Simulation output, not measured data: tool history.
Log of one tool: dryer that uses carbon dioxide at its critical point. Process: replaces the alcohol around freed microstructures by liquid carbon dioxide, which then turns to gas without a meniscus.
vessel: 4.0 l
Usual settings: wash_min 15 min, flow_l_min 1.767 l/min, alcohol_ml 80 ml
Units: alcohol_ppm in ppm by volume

| run | hour | wash_min | flow_l_min | alcohol_ml | alcohol_ppm |
|---|---|---|---|---|---|
| 1 | 0.0 | 15 | 1.767 | 80 | 139 |
| 2 | 8.9 | 15 | 1.767 | 80 | 133 |
| 3 | 15.9 | 15 | 1.767 | 80 | 148 |
| 4 | 28.6 | 15 | 1.767 | 80 | 141 |
| 5 | 34.9 | 15 | 1.820 | 80 | 134 |
| 6 | 48.4 | 15 | 1.767 | 80 | 149 |
| 7 | 57.7 | 14 | 1.767 | 115 | 223 |
| 8 | 66.3 | 15 | 2.110 | 54 | 114 |

Run 9 comes next. What will it give?
| 9 | 75.8 | 15 | 2.110 | 54 | ? |

{"run 9": {"alcohol_ppm": 116}}
Without the tool's hidden state the same run would have given alcohol_ppm 13 ppm by volume.

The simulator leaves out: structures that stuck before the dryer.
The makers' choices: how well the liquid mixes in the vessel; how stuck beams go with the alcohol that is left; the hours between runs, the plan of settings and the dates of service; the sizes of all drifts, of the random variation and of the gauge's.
